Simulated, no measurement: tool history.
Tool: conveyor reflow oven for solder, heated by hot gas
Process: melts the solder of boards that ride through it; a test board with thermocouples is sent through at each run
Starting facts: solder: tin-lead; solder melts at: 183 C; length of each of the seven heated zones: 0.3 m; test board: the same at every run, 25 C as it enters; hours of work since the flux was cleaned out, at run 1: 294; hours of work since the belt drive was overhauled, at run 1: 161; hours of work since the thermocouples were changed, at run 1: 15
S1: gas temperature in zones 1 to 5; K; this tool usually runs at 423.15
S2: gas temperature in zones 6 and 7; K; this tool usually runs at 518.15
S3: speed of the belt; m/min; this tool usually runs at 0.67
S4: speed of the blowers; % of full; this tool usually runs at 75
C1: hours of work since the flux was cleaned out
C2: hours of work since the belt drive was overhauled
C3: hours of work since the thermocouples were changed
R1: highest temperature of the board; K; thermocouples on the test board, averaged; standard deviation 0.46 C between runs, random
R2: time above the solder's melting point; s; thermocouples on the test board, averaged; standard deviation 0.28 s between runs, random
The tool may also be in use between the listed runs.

run 1 hour=0 | S1=423.15 S2=518.15 S3=0.67 S4=75 | C1=294 C2=161 C3=15 | R1=500.05 R2=47.7
run 2 hour=13.9 | S1=423.15 S2=518.15 S3=0.67 S4=79 | C1=303 C2=170 C3=24 | R1=501.45 R2=48
run 3 hour=26.2 | S1=423.15 S2=518.15 S3=0.67 S4=79 | C1=311 C2=177 C3=32 | R1=501.45 R2=47.9
run 4 hour=37.3 | S1=423.15 S2=518.15 S3=0.67 S4=79 | C1=318 C2=185 C3=39 | R1=501.15 R2=48.2
run 5 hour=43.8 | S1=423.15 S2=518.15 S3=0.67 S4=79 | C1=322 C2=189 C3=43 | R1=500.85 R2=47.7
run 6 hour=54.4 | S1=423.15 S2=518.15 S3=0.67 S4=79 | C1=329 C2=195 C3=50 | R1=501.05 R2=48
run 7 hour=64 | S1=423.15 S2=518.15 S3=0.67 S4=75 | C1=335 C2=202 C3=56 | R1=499.55 R2=47.6
run 8 hour=70.3 | S1=423.15 S2=529.15 S3=0.67 S4=75 | C1=339 C2=206 C3=60 | R1=509.35 R2=51.1
run 9 hour=77.3 | S1=423.15 S2=529.15 S3=0.67 S4=75 | C1=344 C2=210 C3=64 | R1=509.15 R2=50.9
run 10 hour=90.8 | S1=423.15 S2=529.15 S3=0.67 S4=75 | C1=352 C2=219 C3=73 | R1=509.25 R2=50.8
run 11 hour=96.8 | S1=423.15 S2=518.15 S3=0.67 S4=51 | C1=356 C2=223 C3=77 | R1=491.35 R2=42.6
run 12 hour=102.7 | S1=423.15 S2=518.15 S3=0.67 S4=75 | C1=360 C2=226 C3=80 | R1=499.35 R2=47.7
run 13 hour=108.9 | S1=423.15 S2=518.15 S3=0.67 S4=75 | C1=364 C2=230 C3=84 | R1=500.55 R2=47.5
run 14 hour=120.4 | S1=423.15 S2=518.15 S3=0.67 S4=75 | C1=371 C2=238 C3=92 | R1=500.15 R2=47.6
run 15 hour=134.4 | S1=423.15 S2=508.15 S3=0.67 S4=75 | C1=380 C2=247 C3=101 | R1=491.55 R2=43.7
run 16 hour=140.4 | S1=423.15 S2=508.15 S3=0.67 S4=75 | C1=384 C2=250 C3=105 | R1=491.15 R2=43.5
run 17 hour=147.3 | S1=414.15 S2=510.15 S3=0.67 S4=75 | C1=388 C2=255 C3=109 | R1=490.35 R2=41
run 18 hour=154.3 | S1=414.15 S2=510.15 S3=0.67 S4=75 | C1=393 C2=259 C3=113 | R1=490.65 R2=41.3
run 19 hour=160 | S1=414.15 S2=510.15 S3=0.671 S4=54 | C1=397 C2=263 C3=117 | R1=483.65 R2=35.6
run 20 hour=173.6 | S1=414.15 S2=510.15 S3=0.626 S4=79 | C1=405 C2=272 C3=126 | R1=493.75 R2=45.9
-- hour=184 flux residue cleaned out of gas plates and filters
run 21 hour=186.3 | S1=423.15 S2=528.15 S3=0.67 S4=82 | C1=1 C2=277 C3=131 | R1=512.95 R2=52.1
run 22 hour=193.4 | S1=423.15 S2=528.15 S3=0.67 S4=82 | C1=6 C2=281 C3=135 | R1=513.45 R2=52.3
run 23 hour=201.8 | S1=418.15 S2=516.15 S3=0.647 S4=57 | C1=11 C2=286 C3=141 | R1=495.05 R2=46.1
run 24 hour=207.4 | S1=418.15 S2=516.15 S3=0.647 S4=57 | C1=15 C2=290 C3=144 | R1=495.25 R2=46
run 25 hour=216.1 | S1=414.15 S2=519.15 S3=0.568 S4=57 | C1=20 C2=296 C3=150 | R1=501.45 R2=54.7
run 26 hour=222.4 | S1=414.15 S2=519.15 S3=0.568 S4=57 | C1=25 C2=300 C3=154 | R1=501.45 R2=54.5
run 27 hour=229.4 | S1=414.15 S2=519.15 S3=0.568 S4=57 | C1=29 C2=304 C3=158 | R1=501.15 R2=54.7
run 28 hour=242.5 | S1=414.15 S2=519.15 S3=0.568 S4=57 | C1=37 C2=312 C3=167 | R1=500.75 R2=54.3
run 29 hour=255 | S1=414.15 S2=519.15 S3=0.568 S4=57 | C1=45 C2=320 C3=175 | R1=501.85 R2=54.5
run 30 hour=268.4 | S1=414.15 S2=519.15 S3=0.568 S4=57 | C1=54 C2=329 C3=183 | R1=501.35 R2=54.5
run 31 hour=278.3 | S1=423.15 S2=520.15 S3=0.67 S4=83 | C1=60 C2=335 C3=189 | R1=505.95 R2=50.3

What if the next run were any one of these 3? Each begins from the tool's condition after run 31:
run A hour=288.7 | S1=425.15 S2=520.15 S3=0.67 S4=83 | C1=67 C2=342 C3=196 | R1=? R2=?
run B hour=288.7 | S1=432.15 S2=520.15 S3=0.55 S4=82 | C1=67 C2=342 C3=196 | R1=? R2=?
run C hour=288.7 | S1=423.15 S2=518.15 S3=0.662 S4=75 | C1=67 C2=342 C3=196 | R1=? R2=?

run=A R1=507.35 R2=51
run=B R1=511.75 R2=65.6
run=C R1=503.05 R2=49.7
Without the tool's hidden state the same runs would have given:
run=A R1=507.85 R2=50.8
run=B R1=512.15 R2=65.3
run=C R1=503.55 R2=49.5
